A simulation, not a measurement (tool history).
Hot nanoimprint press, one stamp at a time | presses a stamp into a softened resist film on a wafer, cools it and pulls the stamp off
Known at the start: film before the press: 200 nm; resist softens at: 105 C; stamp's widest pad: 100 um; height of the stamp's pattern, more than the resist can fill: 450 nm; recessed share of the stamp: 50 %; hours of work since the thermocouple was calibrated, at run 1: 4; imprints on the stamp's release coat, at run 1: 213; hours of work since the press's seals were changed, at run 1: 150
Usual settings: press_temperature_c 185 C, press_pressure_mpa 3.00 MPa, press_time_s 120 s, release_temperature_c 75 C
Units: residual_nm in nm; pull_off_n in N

run     day  press_temperature_c  press_pressure_mpa  press_time_s  release_temperature_c  hours of work since the thermocouple was calibrated  imprints on the stamp's release coat  hours of work since the press's seals were changed  residual_nm  pull_off_n
  1   0.000                  185                3.00           120                     75                                                    4                                   213                                                 150         91.5         166
  2   2.808                  185                3.00           120                     75                                                   53                                   577                                                 198         91.2         193
      4.262  -- stamp cleaned and given a new release coat
  3   6.058                  185                3.00           120                     75                                                  104                                   233                                                 250         92.2         174
  4   7.775                  185                3.00           120                     75                                                  134                                   455                                                 279         91.9         181
  5   9.667                  185                3.00           120                     75                                                  167                                   700                                                 312         92.4         203
     10.204  -- stamp cleaned and given a new release coat
  6  12.088                  185                3.00           120                     75                                                  204                                   244                                                 350         93.0         176
  7  14.562                  185                3.00           120                     81                                                  247                                   565                                                 392         93.2         170
     16.096  -- stamp cleaned and given a new release coat
  8  16.896                  185                3.00           120                     81                                                  283                                   103                                                 428         93.8         137
     17.300  -- plate thermocouple calibrated
  9  18.754                  185                3.00           120                     81                                                   25                                   328                                                 458         95.1         157
 10  20.246                  191                3.00           120                     75                                                   51                                   521                                                 484         79.3         197
     22.246  -- stamp cleaned and given a new release coat
 11  23.579                  191                3.00           120                     75                                                  104                                   173                                                 537         81.0         175
     24.121  -- press's hydraulic seals changed and the load cell set to zero
     24.417  -- plate thermocouple calibrated, once more
 12  26.617                  191                3.00           120                     75                                                   38                                   508                                                  41         75.5         183
     28.621  -- stamp cleaned and given a new release coat
 13  28.621                  191                3.00           120                     75                                                   68                                     0                                                  71         74.8         159
 14  31.633                  191                3.00           120                     75                                                  120                                   390                                                 123         77.0         178
     34.496  -- stamp cleaned and given a new release coat
 15  34.496                  197                3.00           120                     75                                                  165                                     0                                                 168         65.1         159
 16  36.062                  193                3.00           120                     65                                                  192                                   203                                                 195         72.4         219
 17  38.446                  193                2.68           234                     65                                                  234                                   512                                                 237         59.8         235
     40.408  -- stamp cleaned and given a new release coat
 18  40.571                  193                2.68           123                     79                                                  266                                    20                                                 269         77.9         144
 19  42.433                  191                2.18           120                     75                                                  298                                   262                                                 301         91.4         168
     45.196  -- plate thermocouple calibrated
 20  45.504                  182                3.98           148                     71                                                    5                                   644                                                 352         82.2         216
     46.558  -- stamp cleaned and given a new release coat
 21  47.079                  178                3.98           148                     71                                                   28                                    67                                                 375         94.2         182
 22  49.971                  176                2.03           148                     71                                                   78                                   443                                                 425        131.4         206
     52.458  -- stamp cleaned and given a new release coat
 23  52.458                  176                2.03           148                     71                                                  117                                     0                                                 463        131.5         176
 24  54.312                  176                4.20           148                     71                                                  149                                   240                                                 495         99.0         190
 25  56.538                  181                3.00           120                     75                                                  187                                   529                                                 534        106.8         196
     57.367  -- press's hydraulic seals changed and the load cell set to zero
     58.721  -- stamp cleaned and given a new release coat
 26  58.721                  181                3.00           120                     75                                                  215                                     0                                                  19        105.5         165
 27  61.842                  181                3.00           120                     75                                                  269                                   405                                                  73        106.1         184
 28  63.804                  174                4.55           110                     63                                                  303                                   659                                                 107        113.7         268

Measured less the same run without the tool's hidden state. The same run-to-run variation is in both; the gauge's scatter may not be:
The hidden state here: true temperature over the reading, C; pressure that arrives at the usual setting, %; grip of the stamp's worn release coat, % over a new coat's; drift of the gauge itself on residual_nm, %; drift of the gauge itself on pull_off_n, %.
run  residual_nm  pull_off_n
  1         -0.1         +12
  2         +0.6         +35
  3         +1.3         +15
  4         +1.7         +29
  5         +2.2         +46
  6         +2.7         +17
  7         +3.3         +34
  8         +3.8          +9
  9         +4.8         +23
 10         +4.4         +39
 11         +5.1         +18
 12         +0.2         +30
 13         +0.6          +0
 14         +1.2         +24
 15         +1.4          +2
 16         +1.9         +18
 17         +1.9         +42
 18         +2.8          +5
 19         +3.3         +20
 20         +2.0         +45
 21         +2.5          +6
 22         +2.7         +32
 23         +3.3          +3
 24         +4.7         +19
 25         +4.7         +38
 26         +3.5          +5
 27         +4.4         +31
 28         +5.7         +61

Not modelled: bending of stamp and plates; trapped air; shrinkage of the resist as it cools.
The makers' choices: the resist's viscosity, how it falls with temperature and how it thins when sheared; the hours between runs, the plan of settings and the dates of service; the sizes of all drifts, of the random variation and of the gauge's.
